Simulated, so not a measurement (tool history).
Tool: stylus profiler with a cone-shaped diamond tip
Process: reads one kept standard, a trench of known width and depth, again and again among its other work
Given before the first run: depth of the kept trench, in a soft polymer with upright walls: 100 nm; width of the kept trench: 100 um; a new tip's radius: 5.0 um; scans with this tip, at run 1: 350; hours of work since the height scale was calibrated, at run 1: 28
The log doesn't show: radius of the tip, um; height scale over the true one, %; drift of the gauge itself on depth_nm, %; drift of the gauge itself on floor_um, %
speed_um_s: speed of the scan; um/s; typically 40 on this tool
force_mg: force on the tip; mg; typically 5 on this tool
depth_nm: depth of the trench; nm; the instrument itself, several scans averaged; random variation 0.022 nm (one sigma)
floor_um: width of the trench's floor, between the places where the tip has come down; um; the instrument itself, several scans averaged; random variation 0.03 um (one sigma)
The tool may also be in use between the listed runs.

run,hour,speed_um_s,force_mg,scans with this tip,hours of work since the height scale was calibrated,depth_nm,floor_um
1,0,40,5,350,28,101.73,97.9
2,65.8,40,5,763,60,101.71,97.86
3,126.4,40,5,1143,90,101.7,97.88
4,204.3,40,5,1632,128,101.68,97.82
5,325.3,40,5,2391,188,101.61,97.79
6,425.7,40,5,3021,238,101.59,97.76
7,512.2,86,5,3564,280,101.57,97.6
8,590.6,86,5,4056,319,101.56,97.59
9,702.1,27,5,4756,374,101.53,97.67
10,783.5,27,5,5266,414,101.53,97.68
11,870.9,40,5,5815,458,101.5,97.61
12,963.2,40,5,6394,503,101.49,97.56
13,1080.4,40,5,7129,561,101.49,97.48
14,1191.8,40,5,7828,616,101.44,97.54
15,1306.2,40,6.01,8546,673,101.64,97.46
16,1373.3,40,6.01,8967,706,101.63,97.44
17,1489.2,40,6.01,9695,763,101.61,97.36
18,1605,40,6.01,10421,820,101.55,97.38
19,1728,40,6.01,11193,881,101.55,97.33
# hour 1769.9: height scale calibrated on a step standard
20,1832.2,40,6.01,11844,31,101.42,97.28
21,1944.8,40,6.01,12551,86,101.38,97.22
22,2026.3,40,6.01,13062,127,101.37,97.18
23,2120.6,83,5,13654,173,101.13,97.11
24,2222.1,83,5,14291,223,101.14,97.09
# hour 2263: height scale calibrated on a step standard, once more
25,2308.9,83,5,14833,23,101.65,97.09
26,2360.7,14,8.39,15158,48,102.33,97.16
27,2452.2,14,8.39,15732,93,102.33,97.15
28,2552.4,104,2.4,16361,143,100.96,96.88
29,2667.5,104,8.29,17082,200,102.29,96.93
30,2766.6,104,9.45,17705,249,102.45,96.95
31,2876.9,104,9.45,18397,303,102.45,96.94
32,2972.1,104,9.45,18994,350,102.43,96.91
33,3069.6,104,9.45,19606,398,102.4,96.87
34,3141.9,104,9.45,20060,434,102.37,96.88
35,3246.9,19,2.01,20719,486,100.71,96.93
36,3335.1,26,4.84,21272,530,101.39,96.89
37,3437.4,20,4.64,21914,580,101.31,96.95
38,3522.9,20,4.64,22451,622,101.34,96.8
39,3635.7,20,4.64,23158,678,101.3,96.78
40,3696.1,72,4.17,23538,708,101.17,96.68
41,3771.7,53,10.19,24012,745,102.35,96.77
42,3826.8,13,7.72,24357,772,101.9,96.84
43,3899,13,7.72,24810,808,101.9,96.79
44,3985,36,2.37,25350,851,100.63,96.64
45,4037.6,36,2.37,25680,877,100.63,96.63
# hour 4089.6: height scale calibrated on a step standard
46,4089.6,36,2.37,26004,0,100.97,96.64

Hidden condition of the tool, last listed run before each entry between runs versus first listed run after:
Logged between run 19 and run 20: height scale calibrated on a step standard (hour 1769.9)
  radius of the tip, um: 8.55 -> 8.76; height scale over the true one, %: -0.34 -> -0.449
  measured minus no-state result, depth_nm: -0.35 -> -0.46 nm; floor_um: -0.62 -> -0.65 um
Logged between run 24 and run 25: height scale calibrated on a step standard, once more (hour 2263)
  radius of the tip, um: 9.54 -> 9.71; height scale over the true one, %: -0.535 -> -0.004
  measured minus no-state result, depth_nm: -0.55 -> +0 nm; floor_um: -0.77 -> -0.79 um
Logged between run 45 and run 46: height scale calibrated on a step standard (hour 4089.6)
  radius of the tip, um: 13.21 -> 13.31; height scale over the true one, %: -0.369 -> -0.029
  measured minus no-state result, depth_nm: -0.37 -> -0.03 nm; floor_um: -1.25 -> -1.27 um

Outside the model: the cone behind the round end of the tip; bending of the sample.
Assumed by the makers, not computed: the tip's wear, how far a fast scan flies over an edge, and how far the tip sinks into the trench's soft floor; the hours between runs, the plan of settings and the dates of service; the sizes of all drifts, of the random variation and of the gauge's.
